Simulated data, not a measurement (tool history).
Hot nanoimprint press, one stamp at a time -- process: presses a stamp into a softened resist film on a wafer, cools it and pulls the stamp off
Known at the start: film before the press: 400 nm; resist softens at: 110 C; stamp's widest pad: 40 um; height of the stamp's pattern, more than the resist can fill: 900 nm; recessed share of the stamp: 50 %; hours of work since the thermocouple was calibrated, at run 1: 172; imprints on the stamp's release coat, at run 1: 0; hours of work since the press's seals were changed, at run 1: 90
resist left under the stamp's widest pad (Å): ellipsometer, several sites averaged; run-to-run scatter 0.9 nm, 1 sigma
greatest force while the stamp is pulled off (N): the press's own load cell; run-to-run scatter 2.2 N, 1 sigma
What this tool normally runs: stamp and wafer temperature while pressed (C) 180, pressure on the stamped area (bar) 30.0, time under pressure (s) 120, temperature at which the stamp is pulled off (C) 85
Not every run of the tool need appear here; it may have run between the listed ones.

run	hour	stamp and wafer temperature while pressed (C)	pressure on the stamped area (bar)	time under pressure (s)	temperature at which the stamp is pulled off (C)	hours of work since the thermocouple was calibrated	imprints on the stamp's release coat	hours of work since the press's seals were changed	resist left under the stamp's widest pad (Å)	greatest force while the stamp is pulled off (N)
1	0.0	180	30.0	120	85	172	0	90	1472	131
2	17.8	180	30.0	120	85	182	30	99	1465	128
3	32.6	180	30.0	120	85	190	56	107	1477	130
4	44.3	180	30.0	120	85	196	76	113	1469	129
5	57.3	180	30.0	120	85	203	98	120	1477	130
6	76.8	190	30.0	120	77	213	132	130	981	159
7	87.8	180	33.4	120	90	219	151	136	1413	118
# hour 92.3: plate thermocouple calibrated
8	106.2	179	23.5	75	92	7	177	144	2069	114

What will run 9 give?
9	114.6	179	23.5	75	92	12	192	149	?	?

resist left under the stamp's widest pad (Å): 2064
greatest force while the stamp is pulled off (N): 114
With the hidden condition absent and the run-to-run variation left alone, this run would have shown resist left under the stamp's widest pad (Å) 1972, greatest force while the stamp is pulled off (N) 104.
